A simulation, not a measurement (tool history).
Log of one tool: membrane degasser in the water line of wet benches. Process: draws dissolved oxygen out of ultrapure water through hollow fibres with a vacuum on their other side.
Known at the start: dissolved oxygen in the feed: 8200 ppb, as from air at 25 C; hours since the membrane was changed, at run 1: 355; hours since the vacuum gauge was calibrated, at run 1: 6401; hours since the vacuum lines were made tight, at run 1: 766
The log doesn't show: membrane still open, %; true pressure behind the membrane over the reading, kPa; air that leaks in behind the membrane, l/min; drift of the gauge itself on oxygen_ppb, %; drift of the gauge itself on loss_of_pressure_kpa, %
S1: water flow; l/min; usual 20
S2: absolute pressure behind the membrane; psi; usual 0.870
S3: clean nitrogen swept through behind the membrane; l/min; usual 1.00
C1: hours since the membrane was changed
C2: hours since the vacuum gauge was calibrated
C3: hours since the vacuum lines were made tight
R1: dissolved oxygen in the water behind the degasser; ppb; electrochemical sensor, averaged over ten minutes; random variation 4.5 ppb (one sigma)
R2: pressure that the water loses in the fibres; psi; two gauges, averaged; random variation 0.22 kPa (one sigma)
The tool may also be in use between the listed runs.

run	hour	S1	S2	S3	C1	C2	C3	R1	R2
1	0.0	20	0.870	1.00	355	6401	766	457.7	7.693
2	30.9	20	0.870	0.56	386	6432	797	531.3	7.757
3	88.0	20	0.870	1.00	443	6489	854	457.4	7.693
4	140.8	20	0.870	1.00	496	6542	907	451.5	7.700
5	211.6	20	0.614	1.00	566	6613	978	388.7	7.659
6	264.8	20	0.614	1.00	620	6666	1031	385.5	7.723
7	312.7	20	0.614	1.00	668	6714	1079	386.4	7.700
8	373.3	20	0.614	1.00	728	6775	1139	388.8	7.716
9	406.6	20	1.584	1.04	761	6808	1173	644.0	7.758
10	469.8	20	1.584	1.04	825	6871	1236	632.8	7.733
11	522.3	20	1.584	1.04	877	6924	1288	642.1	7.744
12	569.6	27	1.965	1.55	924	6971	1336	1029.8	10.469
13	607.0	20	1.443	0.58	962	7008	1373	784.3	7.770
14	663.8	30	1.178	1.00	1019	7065	1430	1095.0	11.587
15	731.5	13	0.870	1.53	1086	7133	1498	147.9	5.021
16	798.8	24	0.664	2.40	1154	7200	1565	561.7	9.327

5 ways to go on from here, each from the tool as it stands after run 16. What would each give?
A	828.8	14	0.664	0.41	1184	7230	1595	?	?
B	828.8	20	0.653	1.00	1184	7230	1595	?	?
C	828.8	16	1.082	2.40	1184	7230	1595	?	?
D	828.8	26	0.870	0.51	1184	7230	1595	?	?
E	828.8	24	2.154	0.61	1184	7230	1595	?	?

run	R1	R2
A	223.4	5.427
B	403.9	7.712
C	253.3	6.212
D	860.5	10.073
E	1283.1	9.326
Without the tool's hidden state the same runs would have given:
run	R1	R2
A	206.2	5.378
B	386.3	7.641
C	243.3	6.155
D	832.7	9.981
E	1260.0	9.242

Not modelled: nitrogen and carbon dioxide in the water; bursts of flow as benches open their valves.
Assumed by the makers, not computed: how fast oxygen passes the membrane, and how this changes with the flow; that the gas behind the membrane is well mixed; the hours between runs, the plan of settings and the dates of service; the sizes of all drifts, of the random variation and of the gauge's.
